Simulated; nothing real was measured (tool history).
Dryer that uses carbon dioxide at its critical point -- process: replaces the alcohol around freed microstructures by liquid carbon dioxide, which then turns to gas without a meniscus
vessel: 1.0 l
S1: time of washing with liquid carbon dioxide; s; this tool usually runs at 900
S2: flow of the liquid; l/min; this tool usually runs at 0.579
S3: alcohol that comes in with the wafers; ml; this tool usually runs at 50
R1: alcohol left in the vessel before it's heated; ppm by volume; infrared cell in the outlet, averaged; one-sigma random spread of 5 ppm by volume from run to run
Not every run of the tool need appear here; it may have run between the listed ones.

| run | hour | S1 | S2 | S3 | R1 |
|---|---|---|---|---|---|
| 1 | 0 | 900 | 0.579 | 50 | 127 |
| 2 | 19.4 | 900 | 0.579 | 50 | 123 |
| 3 | 33.3 | 900 | 0.579 | 50 | 134 |
| 4 | 53.9 | 900 | 0.579 | 50 | 128 |
| 5 | 66.3 | 900 | 0.579 | 50 | 138 |
| 6 | 89.6 | 900 | 0.579 | 50 | 147 |
|  | 110 | inlet filter changed |
| 7 | 110 | 900 | 0.579 | 50 | 82 |
| 8 | 125.3 | 900 | 0.579 | 50 | 101 |
| 9 | 145.1 | 660 | 0.618 | 50 | 179 |
| 10 | 160.3 | 720 | 0.5 | 25 | 187 |
| 11 | 176 | 900 | 0.601 | 50 | 89 |
| 12 | 188.7 | 600 | 0.591 | 50 | 316 |
| 13 | 213.9 | 780 | 0.74 | 27 | 82 |
| 14 | 241.4 | 1200 | 0.74 | 38 | 89 |

3 ways to go on from here, each from the tool as it stands after run 14. What would each give?
| A | 263.3 | 840 | 0.763 | 20 | ? |
| B | 263.3 | 780 | 0.446 | 98 | ? |
| C | 263.3 | 780 | 0.74 | 39 | ? |

| run | R1 |
|---|---|
| A | 87 |
| B | 614 |
| C | 93 |
The same runs, with their run-to-run variation unchanged, on a tool lacking any hidden condition would have given:
| run | R1 |
|---|---|
| A | 8 |
| B | 454 |
| C | 13 |
